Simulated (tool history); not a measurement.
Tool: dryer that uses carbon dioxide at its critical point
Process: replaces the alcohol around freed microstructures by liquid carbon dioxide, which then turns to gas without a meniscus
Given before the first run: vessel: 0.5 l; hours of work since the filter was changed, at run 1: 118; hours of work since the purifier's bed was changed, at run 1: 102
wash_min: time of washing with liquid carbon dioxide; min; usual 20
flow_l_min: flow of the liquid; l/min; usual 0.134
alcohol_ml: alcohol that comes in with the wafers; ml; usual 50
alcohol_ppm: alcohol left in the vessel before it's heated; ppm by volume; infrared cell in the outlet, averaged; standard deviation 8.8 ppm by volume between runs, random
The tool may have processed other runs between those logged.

run,hour,wash_min,flow_l_min,alcohol_ml,hours of work since the filter was changed,hours of work since the purifier's bed was changed,alcohol_ppm
1,0,20,0.134,50,118,102,612
2,8.1,20,0.134,50,124,108,616
3,24.1,20,0.134,50,135,119,636
4,35.8,20,0.134,50,144,128,637
5,47.6,20,0.134,50,152,136,653
6,62.3,20,0.134,50,163,147,666
7,71.5,20,0.134,50,170,154,657
8,85.7,26,0.134,50,180,164,176
9,94.2,26,0.134,50,186,170,185
10,101.7,26,0.134,50,191,176,179
11,108.3,13,0.222,30,196,180,272
12,116.3,20,0.093,74,202,186,4979
13,132.1,20,0.215,102,214,198,100
14,147.6,20,0.134,25,225,209,386
15,162.3,23,0.171,108,235,220,188
16,177.1,18,0.083,23,246,230,3162
17,184.2,18,0.083,78,251,235,10878
18,200.1,18,0.083,78,263,247,10676

Predict each of these 3 candidate next runs independently; none follows another, all start after run 18:
A,207.1,20,0.083,78,268,252,?
B,207.1,15,0.118,70,268,252,?
C,207.1,18,0.083,84,268,252,?

run,alcohol_ppm
A,8157
B,5549
C,11872
With no hidden state in the tool, these same runs would have given:
run,alcohol_ppm
A,6282
B,4170
C,9395
